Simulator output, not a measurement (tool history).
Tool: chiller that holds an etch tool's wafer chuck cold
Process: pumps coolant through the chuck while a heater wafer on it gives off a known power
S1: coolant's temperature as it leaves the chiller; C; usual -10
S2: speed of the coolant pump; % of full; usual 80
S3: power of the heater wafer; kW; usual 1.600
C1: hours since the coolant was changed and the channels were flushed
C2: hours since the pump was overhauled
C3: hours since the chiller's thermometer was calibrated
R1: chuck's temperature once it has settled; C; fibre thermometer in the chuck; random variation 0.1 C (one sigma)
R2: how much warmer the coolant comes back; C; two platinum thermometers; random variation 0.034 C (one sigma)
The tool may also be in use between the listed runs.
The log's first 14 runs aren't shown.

Run 15, hour 792.9: usual settings but S1 -17 C; C1 3256; C2 3256; C3 2840. Result: R1 2.8 C, R2 5.48 C.
Run 16, hour 857.9: usual settings but S3 1.089 kW; C1 3321; C2 3321; C3 2905. Result: R1 3.5 C, R2 3.74 C.
Run 17, hour 916.0: usual settings but S1 -16 C, S3 1.493 kW; C1 3379; C2 3379; C3 2963. Result: R1 2.5 C, R2 5.11 C.
Run 18, hour 954.6: usual settings but S1 -16 C, S3 1.493 kW; C1 3417; C2 3417; C3 3002. Result: R1 2.8 C, R2 5.19 C.
Run 19, hour 1020.7: usual settings but S1 -8 C; C1 3484; C2 3484; C3 3068. Result: R1 12.1 C, R2 5.49 C.
Run 20, hour 1090.4: usual settings but S2 73 % of full; C1 3553; C2 3553; C3 3137. Result: R1 11.2 C, R2 5.98 C.
Run 21, hour 1122.2: usual settings but S1 -16 C, S2 72 % of full, S3 1.535 kW; C1 3585; C2 3585; C3 3169. Result: R1 4.4 C, R2 5.89 C.
Run 22, hour 1193.3: usual settings but S1 -16 C, S2 72 % of full, S3 1.535 kW; C1 3656; C2 3656; C3 3240. Result: R1 4.5 C, R2 5.85 C.
Run 23, hour 1259.8: usual settings but S1 -6 C, S2 69 % of full, S3 1.624 kW; C1 3723; C2 3723; C3 3307. Result: R1 16.4 C, R2 6.41 C.
Run 24, hour 1317.9: usual settings but S1 -6 C, S2 69 % of full, S3 1.624 kW; C1 3781; C2 3781; C3 3365. Result: R1 16.4 C, R2 6.42 C.
Run 25, hour 1377.8: usual settings but S1 -20 C, S3 1.688 kW; C1 3841; C2 3841; C3 3425. Result: R1 1.3 C, R2 5.80 C.
Run 26, hour 1414.2: usual settings but S1 -13 C, S3 1.688 kW; C1 3877; C2 3877; C3 3461. Result: R1 8.4 C, R2 5.83 C.
Run 27, hour 1464.2: usual settings but S1 -13 C, S3 1.688 kW; C1 3927; C2 3927; C3 3511. Result: R1 8.5 C, R2 5.77 C.
Run 28, hour 1507.6: usual settings but S2 97 % of full, S3 0.946 kW; C1 3970; C2 3970; C3 3555. Result: R1 0.9 C, R2 2.68 C.
Run 29, hour 1578.1: usual settings but S2 94 % of full; C1 4041; C2 4041; C3 3625. Result: R1 8.7 C, R2 4.75 C.
Run 30, hour 1613.0: usual settings but S1 -9 C, S2 70 % of full, S3 1.561 kW; C1 4076; C2 4076; C3 3660. Result: R1 12.5 C, R2 6.15 C.
Run 31, hour 1653.7: usual settings but S1 -9 C, S2 70 % of full, S3 1.561 kW; C1 4116; C2 4116; C3 3701. Result: R1 12.6 C, R2 6.16 C.

Forecast each of these 4 alternatives for the next run:
Run A, hour 1686.2: usual settings but S1 -9 C, S2 67 % of full, S3 1.647 kW; C1 4149; C2 4149; C3 3733. Result: R1 ?, R2 ?.
Run B, hour 1686.2: usual settings but S1 -7 C, S2 63 % of full, S3 1.561 kW; C1 4149; C2 4149; C3 3733. Result: R1 ?, R2 ?.
Run C, hour 1686.2: usual settings but S1 -15 C, S3 0.994 kW; C1 4149; C2 4149; C3 3733. Result: R1 ?, R2 ?.
Run D, hour 1686.2: usual settings but S1 -1 C, S2 68 % of full, S3 0.931 kW; C1 4149; C2 4149; C3 3733. Result: R1 ?, R2 ?.

run    R1    R2
  A  14.3  6.75
  B  15.7  6.77
  C  -2.3  3.47
  D  11.9  3.79
Without the tool's hidden state the same runs would have given:
run    R1    R2
  A  12.0  6.46
  B  13.5  6.48
  C  -3.5  3.32
  D  10.7  3.63

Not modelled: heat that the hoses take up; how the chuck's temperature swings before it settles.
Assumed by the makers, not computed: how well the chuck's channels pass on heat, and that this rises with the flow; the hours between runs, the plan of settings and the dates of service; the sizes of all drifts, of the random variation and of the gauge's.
